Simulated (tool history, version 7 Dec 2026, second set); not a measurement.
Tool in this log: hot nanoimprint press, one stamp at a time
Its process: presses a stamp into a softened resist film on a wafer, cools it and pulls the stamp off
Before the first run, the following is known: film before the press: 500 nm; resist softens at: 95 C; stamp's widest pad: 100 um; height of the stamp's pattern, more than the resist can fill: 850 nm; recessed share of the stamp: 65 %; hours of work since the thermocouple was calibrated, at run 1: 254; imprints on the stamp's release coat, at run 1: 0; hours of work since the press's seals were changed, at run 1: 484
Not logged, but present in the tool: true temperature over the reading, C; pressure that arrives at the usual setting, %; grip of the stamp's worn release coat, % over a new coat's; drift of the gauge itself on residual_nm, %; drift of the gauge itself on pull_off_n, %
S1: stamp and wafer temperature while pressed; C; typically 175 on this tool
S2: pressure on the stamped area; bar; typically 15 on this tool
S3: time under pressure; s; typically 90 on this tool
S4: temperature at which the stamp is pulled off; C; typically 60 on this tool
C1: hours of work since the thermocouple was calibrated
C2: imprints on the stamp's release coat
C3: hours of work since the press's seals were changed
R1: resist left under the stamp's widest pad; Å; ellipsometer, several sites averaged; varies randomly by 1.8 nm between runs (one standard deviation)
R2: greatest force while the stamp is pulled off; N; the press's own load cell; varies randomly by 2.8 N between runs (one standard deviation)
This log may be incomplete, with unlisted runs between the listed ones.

run 1 day=0 | S1=175 S2=15 S3=90 S4=60 | C1=254 C2=0 C3=484 | R1=2840 R2=128
run 2 day=3.892 | S1=175 S2=15 S3=90 S4=60 | C1=297 C2=238 C3=527 | R1=2877 R2=134
run 3 day=5.842 | S1=175 S2=15 S3=90 S4=60 | C1=318 C2=357 C3=548 | R1=2836 R2=128
run 4 day=8.096 | S1=184 S2=15 S3=90 S4=60 | C1=343 C2=495 C3=573 | R1=2199 R2=135
-- day=10.929 plate thermocouple calibrated
-- day=11.179 stamp cleaned and given a new release coat
run 5 day=11.608 | S1=171 S2=15 S3=90 S4=60 | C1=5 C2=26 C3=607 | R1=3194 R2=127
-- day=12.292 press's hydraulic seals changed and the load cell set to zero
run 6 day=15.338 | S1=171 S2=15 S3=90 S4=60 | C1=42 C2=233 C3=33 | R1=3206 R2=129
run 7 day=16.983 | S1=171 S2=15 S3=90 S4=60 | C1=60 C2=334 C3=52 | R1=3170 R2=127
run 8 day=19.104 | S1=171 S2=15 S3=90 S4=60 | C1=83 C2=464 C3=75 | R1=3216 R2=132
run 9 day=21.562 | S1=175 S2=18.1 S3=90 S4=60 | C1=110 C2=614 C3=102 | R1=2647 R2=130
-- day=22.538 stamp cleaned and given a new release coat
run 10 day=24.388 | S1=175 S2=15 S3=90 S4=60 | C1=139 C2=113 C3=130 | R1=2857 R2=135
run 11 day=26.375 | S1=175 S2=15 S3=90 S4=60 | C1=161 C2=234 C3=152 | R1=2861 R2=128
run 12 day=28.05 | S1=175 S2=15 S3=90 S4=60 | C1=179 C2=337 C3=170 | R1=2822 R2=132
run 13 day=31.133 | S1=175 S2=15 S3=90 S4=60 | C1=213 C2=525 C3=204 | R1=2859 R2=132
-- day=33.488 stamp cleaned and given a new release coat
run 14 day=34.971 | S1=175 S2=15 S3=90 S4=60 | C1=252 C2=91 C3=244 | R1=2863 R2=126
run 15 day=37.254 | S1=175 S2=15 S3=90 S4=60 | C1=277 C2=231 C3=269 | R1=2841 R2=132
run 16 day=39.688 | S1=175 S2=15 S3=90 S4=60 | C1=304 C2=379 C3=296 | R1=2845 R2=131
run 17 day=43.008 | S1=182 S2=15 S3=90 S4=62 | C1=341 C2=583 C3=332 | R1=2330 R2=126
-- day=44.346 stamp cleaned and given a new release coat
-- day=46.188 plate thermocouple calibrated
run 18 day=47.029 | S1=166 S2=12.2 S3=81 S4=47 | C1=9 C2=156 C3=372 | R1=3894 R2=156
run 19 day=49.946 | S1=175 S2=15.8 S3=90 S4=67 | C1=41 C2=335 C3=404 | R1=2786 R2=116
run 20 day=53.683 | S1=175 S2=15 S3=90 S4=52 | C1=82 C2=563 C3=445 | R1=2850 R2=151
-- day=55.492 stamp cleaned and given a new release coat
run 21 day=57.25 | S1=175 S2=15 S3=104 S4=54 | C1=119 C2=108 C3=482 | R1=2714 R2=138
run 22 day=60.896 | S1=175 S2=15 S3=104 S4=54 | C1=159 C2=330 C3=522 | R1=2714 R2=143
run 23 day=64.367 | S1=175 S2=15 S3=84 S4=54 | C1=197 C2=543 C3=560 | R1=2922 R2=144
-- day=66.246 stamp cleaned and given a new release coat
run 24 day=67.296 | S1=165 S2=15 S3=52 S4=54 | C1=226 C2=64 C3=589 | R1=4152 R2=143
-- day=69.542 press's hydraulic seals changed and the load cell set to zero
run 25 day=69.542 | S1=186 S2=15 S3=90 S4=63 | C1=247 C2=181 C3=0 | R1=2081 R2=125
run 26 day=71.771 | S1=168 S2=15 S3=48 S4=51 | C1=272 C2=317 C3=24 | R1=3899 R2=148
run 27 day=74.075 | S1=174 S2=13.2 S3=62 S4=49 | C1=297 C2=458 C3=50 | R1=3416 R2=149
run 28 day=76.871 | S1=175 S2=21.1 S3=134 S4=60 | C1=328 C2=629 C3=81 | R1=2168 R2=130
-- day=77.312 stamp cleaned and given a new release coat
run 29 day=79.692 | S1=175 S2=11.7 S3=99 S4=60 | C1=356 C2=145 C3=109 | R1=3009 R2=127
-- day=81.388 plate thermocouple calibrated
run 30 day=83.462 | S1=179 S2=9 S3=85 S4=54 | C1=23 C2=368 C3=149 | R1=3112 R2=139

Here are 3 independent what-if runs from the current tool condition. What would each one return?
run A day=86.083 | S1=179 S2=18 S3=85 S4=54 | C1=52 C2=529 C3=178 | R1=? R2=?
run B day=86.083 | S1=175 S2=9.9 S3=123 S4=46 | C1=52 C2=529 C3=178 | R1=? R2=?
run C day=86.083 | S1=179 S2=19 S3=54 S4=54 | C1=52 C2=529 C3=178 | R1=? R2=?

run=A R1=2447 R2=147
run=B R1=3019 R2=158
run=C R1=2795 R2=140
What these runs would have given with no unlogged condition in the tool:
run=A R1=2448 R2=146
run=B R1=3020 R2=158
run=C R1=2795 R2=139
